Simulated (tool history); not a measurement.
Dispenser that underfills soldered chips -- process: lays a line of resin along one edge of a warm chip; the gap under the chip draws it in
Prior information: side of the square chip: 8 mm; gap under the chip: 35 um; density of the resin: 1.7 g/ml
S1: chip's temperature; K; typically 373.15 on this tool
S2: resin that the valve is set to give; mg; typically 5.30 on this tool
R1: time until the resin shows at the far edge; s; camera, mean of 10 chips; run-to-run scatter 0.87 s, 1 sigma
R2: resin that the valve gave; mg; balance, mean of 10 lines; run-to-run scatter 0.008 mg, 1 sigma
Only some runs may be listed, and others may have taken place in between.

run    day      S1    S2     R1     R2
  1  0.000  373.15  5.30  101.4  5.240
     0.258  -- new syringe of resin
  2  0.438  373.15  5.02   92.5  4.948
  3  0.842  373.15  5.02  115.0  4.940
     0.912  -- new syringe of resin
  4  1.204  373.15  5.02   94.4  4.937
     1.538  -- new syringe of resin
  5  1.717  373.15  5.02   92.3  4.904
     2.192  -- new syringe of resin
  6  2.375  373.15  5.02   92.0  4.894

For run 7, what comes out?
     2.792  -- dispensing valve cleaned and set on the balance
  7  2.825  373.15  5.02   ?   ?

{"run 7": {"R1": 115.6, "R2": 5.027}}
Minus the tool's unlogged condition, the same run would have read R1 83.9 s, R2 5.023 mg.
